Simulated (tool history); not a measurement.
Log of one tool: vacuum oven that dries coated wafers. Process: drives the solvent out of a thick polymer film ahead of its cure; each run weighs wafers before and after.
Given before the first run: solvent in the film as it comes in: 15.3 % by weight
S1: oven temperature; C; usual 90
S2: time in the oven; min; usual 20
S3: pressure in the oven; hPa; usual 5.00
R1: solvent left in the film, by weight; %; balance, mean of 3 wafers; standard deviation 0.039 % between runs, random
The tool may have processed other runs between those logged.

run	hour	S1	S2	S3	R1
1	0.0	90	20	5.00	2.40
2	25.1	90	20	5.00	2.40
3	47.2	90	20	5.00	2.39
4	72.0	90	20	5.00	2.48
5	99.3	90	20	9.84	3.35
6	121.8	90	20	9.84	3.34
7	154.7	90	20	9.84	3.34
8	187.3	90	20	9.84	3.37
9	218.4	90	20	9.84	3.31
10	233.7	90	20	9.84	3.32
11	264.6	90	20	9.84	3.39
12	290.0	90	20	9.84	3.26
13	310.8	76	20	9.84	6.72
14	337.1	76	20	9.84	6.69
15	361.2	90	20	5.00	2.43
16	389.1	90	20	5.00	2.40
# hour 392.4: vacuum gauge cleaned of residue and calibrated
17	407.1	90	20	5.00	2.64
18	428.7	90	20	5.00	2.65
19	460.0	90	13	5.00	3.97
# hour 487.3: vacuum gauge cleaned of residue and calibrated, once more
20	487.3	90	13	5.00	3.43
21	522.1	90	13	5.00	3.45
22	545.0	90	13	5.00	3.44
23	562.0	90	13	5.00	3.45
24	593.1	90	20	5.00	2.01
25	620.5	90	23	5.00	1.73
26	639.8	90	23	5.00	1.76
27	663.9	78	26	18.02	7.19
28	683.5	90	20	6.14	2.27
29	707.4	100	25	4.02	0.70
30	732.6	80	35	3.77	1.94
31	758.0	80	35	3.77	1.95
# hour 793.3: oven's thermocouples calibrated
32	793.3	80	35	3.77	2.20
33	807.8	85	27	17.67	5.49
34	833.8	85	27	17.67	5.43
35	867.7	85	27	17.67	5.48
36	895.6	97	14	14.48	3.65
37	920.2	97	14	14.48	3.62
38	940.8	97	14	14.48	3.62
39	969.0	97	14	10.11	2.93
40	1003.1	93	15	3.49	2.41
41	1022.9	90	11	16.04	6.22
42	1054.4	80	19	8.96	5.49
43	1082.2	83	22	19.06	6.76
44	1111.3	83	22	19.06	6.77
45	1127.6	90	20	5.00	2.30
46	1160.0	96	32	18.06	3.27
47	1177.9	82	32	2.66	1.87
48	1193.4	90	31	5.00	1.54

Measured result minus the same run's result without the hidden state. Both carry the same run-to-run variation, though not necessarily the same gauge scatter:
What the log doesn't record here: true wafer temperature over the reading, C; true pressure over the reading, kPa; drift of the gauge itself on solvent_pct, %.
run	R1
1	+0.21
2	+0.21
3	+0.21
4	+0.21
5	+0.20
6	+0.19
7	+0.20
8	+0.19
9	+0.19
10	+0.20
11	+0.20
12	+0.18
13	+0.26
14	+0.26
15	+0.21
16	+0.21
17	+0.39
18	+0.41
19	+0.30
20	-0.20
21	-0.20
22	-0.21
23	-0.21
24	-0.16
25	-0.14
26	-0.14
27	-0.33
28	-0.16
29	-0.04
30	-0.14
31	-0.14
32	+0.14
33	+0.17
34	+0.17
35	+0.17
36	+0.11
37	+0.11
38	+0.11
39	+0.11
40	+0.12
41	+0.12
42	+0.16
43	+0.16
44	+0.16
45	+0.12
46	+0.11
47	+0.17
48	+0.13
